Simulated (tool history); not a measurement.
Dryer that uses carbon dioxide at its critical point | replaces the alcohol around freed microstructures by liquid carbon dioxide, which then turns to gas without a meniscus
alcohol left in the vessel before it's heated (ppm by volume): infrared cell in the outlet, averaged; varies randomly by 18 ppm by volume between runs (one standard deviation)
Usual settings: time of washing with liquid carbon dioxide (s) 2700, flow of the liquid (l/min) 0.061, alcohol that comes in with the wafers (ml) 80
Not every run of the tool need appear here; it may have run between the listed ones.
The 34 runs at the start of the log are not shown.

| run | day | time of washing with liquid carbon dioxide (s) | flow of the liquid (l/min) | alcohol that comes in with the wafers (ml) | alcohol left in the vessel before it's heated (ppm by volume) |
|---|---|---|---|---|---|
| 35 | 19.992 | 2820 | 0.0797 | 49 | 260 |
| 36 | 20.754 | 2400 | 0.0805 | 22 | 294 |
| 37 | 21.254 | 3840 | 0.1027 | 25 | 59 |
| 38 | 22.038 | 2280 | 0.0775 | 69 | 1259 |
| 39 | 22.817 | 3060 | 0.0987 | 69 | 113 |
|  | 23.296 | inlet filter changed |
| 40 | 23.671 | 3060 | 0.0987 | 69 | 87 |
| 41 | 24.192 | 3000 | 0.061 | 67 | 656 |
| 42 | 24.7 | 3000 | 0.0414 | 36 | 1784 |
| 43 | 25.279 | 3000 | 0.0433 | 48 | 2037 |
| 44 | 25.7 | 3000 | 0.0433 | 48 | 2081 |
| 45 | 26.388 | 3000 | 0.0433 | 23 | 1080 |

5 ways to go on from here, each from the tool as it stands after run 45. What would each give?
| A | 26.921 | 2640 | 0.061 | 80 | ? |
| B | 26.921 | 3300 | 0.0433 | 23 | ? |
| C | 26.921 | 3000 | 0.0916 | 30 | ? |
| D | 26.921 | 3000 | 0.0406 | 23 | ? |
| E | 26.921 | 4140 | 0.061 | 30 | ? |

| run | alcohol left in the vessel before it's heated (ppm by volume) |
|---|---|
| A | 1605 |
| B | 778 |
| C | 106 |
| D | 1350 |
| E | 115 |
What these runs would have given with no unlogged condition in the tool:
| run | alcohol left in the vessel before it's heated (ppm by volume) |
|---|---|
| A | 1266 |
| B | 593 |
| C | 25 |
| D | 1101 |
| E | 32 |
